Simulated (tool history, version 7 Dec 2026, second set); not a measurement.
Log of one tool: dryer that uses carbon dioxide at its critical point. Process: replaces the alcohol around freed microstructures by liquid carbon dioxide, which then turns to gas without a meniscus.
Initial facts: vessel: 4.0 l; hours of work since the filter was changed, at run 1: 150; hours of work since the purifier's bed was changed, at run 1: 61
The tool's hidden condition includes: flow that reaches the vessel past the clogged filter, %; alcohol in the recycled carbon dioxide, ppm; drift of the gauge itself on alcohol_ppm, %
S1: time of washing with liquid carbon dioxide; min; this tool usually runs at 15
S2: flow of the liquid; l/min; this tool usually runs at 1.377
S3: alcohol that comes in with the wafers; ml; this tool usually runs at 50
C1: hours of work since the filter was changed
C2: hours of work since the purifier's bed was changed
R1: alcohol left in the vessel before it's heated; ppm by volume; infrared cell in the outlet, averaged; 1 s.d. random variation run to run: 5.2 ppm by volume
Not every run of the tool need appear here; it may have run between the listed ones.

run	hour	S1	S2	S3	C1	C2	R1
1	0	15	1.377	50	150	61	144
2	29.4	15	1.13	50	164	75	318
3	65.1	16	1.13	50	180	91	276
4	100.6	16	1.13	50	196	107	272
5	125.4	16	1.13	50	207	118	282
6	169.3	15	1.377	50	227	138	166
7	199.6	15	0.95	50	241	152	656
8	227.2	15	0.95	50	253	164	650
9	256.8	15	0.95	50	267	178	651
10	299.3	15	0.95	50	286	197	679
11	331.6	15	0.95	50	301	212	696
12	364	12	1.377	50	315	226	427
13	402	15	2.03	50	333	243	89
14	437	15	2.03	50	349	259	88
15	455.5	15	2.03	50	357	268	89
16	475.6	12	1.02	48	366	277	1033
17	516.7	12	1.02	48	385	295	1080
18	553.2	20	1.18	52	401	312	182
19	596	15	0.93	28	421	331	531
20	635	23	0.93	56	438	349	301
21	660.9	15	0.88	68	450	361	1351
22	685.1	15	0.88	68	461	372	1399
23	728.5	20	2.17	21	481	391	105
24	754.4	11	1.82	21	492	403	188
25	786.9	11	1.64	40	507	418	363
26	810.7	11	1.64	40	518	429	359
# hour 848.6: inlet filter changed
27	851.6	11	1.64	40	1	447	247
28	877.9	11	1.64	40	13	459	269

Here are 4 independent what-if runs from the current tool condition. What would each one return?
A	914.6	15	1.377	41	30	475	?
B	914.6	13	1.377	50	30	475	?
C	914.6	14	1.31	41	30	475	?
D	914.6	11	1.16	40	30	475	?

run	R1
A	202
B	320
C	272
D	664
What these runs would have given with no unlogged condition in the tool:
run	R1
A	77
B	188
C	145
D	524
